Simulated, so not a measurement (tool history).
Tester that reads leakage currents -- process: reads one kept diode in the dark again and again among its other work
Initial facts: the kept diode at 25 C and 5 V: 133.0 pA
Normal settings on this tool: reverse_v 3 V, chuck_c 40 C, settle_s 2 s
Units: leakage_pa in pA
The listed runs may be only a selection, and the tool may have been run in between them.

run    hour  reverse_v  chuck_c  settle_s  leakage_pa
  1       0          3       40         2      348.61
  2    18.8          3       40         2      348.28
  3    40.1          3       40         2      347.84
  4    73.4          3       40         2      344.73
  5    89.4      10.67       40         2      639.67
  6   126.6      10.67       40         2      635.33
  7   145.1      10.67       40         2      634.89
  8     180          3       40         2      344.92
  9   211.6          3       40         2      342.37
 10   239.5          3       40         2      341.34
 11   255.2          3       40         2      341.71
 12   280.1          3       40         2      341.85
 13   314.1          3       40         2      341.24
 14   341.3          3       40      2.32       340.9
 15   357.2        1.5       40      2.32      244.65
 16   373.4        1.5       40      2.32      243.81
 17   407.2        1.5       40      2.32      243.44
 18   426.4        1.5       40      2.32      244.45
 19   445.2      18.14       40      2.32      809.19
 20   470.2          3       40         2      335.52
 21     506       3.37       40      1.31      356.61
 22   532.2       10.9       22      1.31      151.25
 23   557.8          3       40      1.22       337.9
 24   574.1          3       28      1.22       129.1
 25   592.8          3       29      1.05      140.25
 26   612.4          3       40      2.94      334.03
 27   650.1       6.99       49      0.37      982.33
 28   672.4       6.99       49      0.37       984.5
        677  -- chuck's temperature calibrated
 29   706.1       1.11       42      0.48      232.03
 30   739.6       1.11       42      0.48      231.64
 31   773.8       1.11       26      0.48       64.02
 32   798.8       1.11       26      0.48        63.9
 33   834.8          3       37      0.67       250.9
 34     858          3       37      0.67      250.55
        880  -- chuck's temperature calibrated, once more
 35     892          3       55      8.63     1065.56
 36   927.4          3       40       1.6      352.96
 37   945.5          3       26      0.31      117.73
 38   976.3       5.31       40      4.55      460.64
 39  1009.7       5.31       40      4.55      460.74
 40  1046.5       3.98       30      4.55      183.43

What if the next run were any one of these 3? Each begins from the tool's condition after run 40:
  A  1064.9          3       30         2           ?
  B  1064.9      17.11       36      1.53           ?
  C  1064.9       3.98       29      2.37           ?

run  leakage_pa
  A      158.68
  B       602.9
  C      168.41
Take away the tool's hidden state, keep each run's random variation, and the runs would have read:
run  leakage_pa
  A      158.31
  B      594.49
  C      167.08
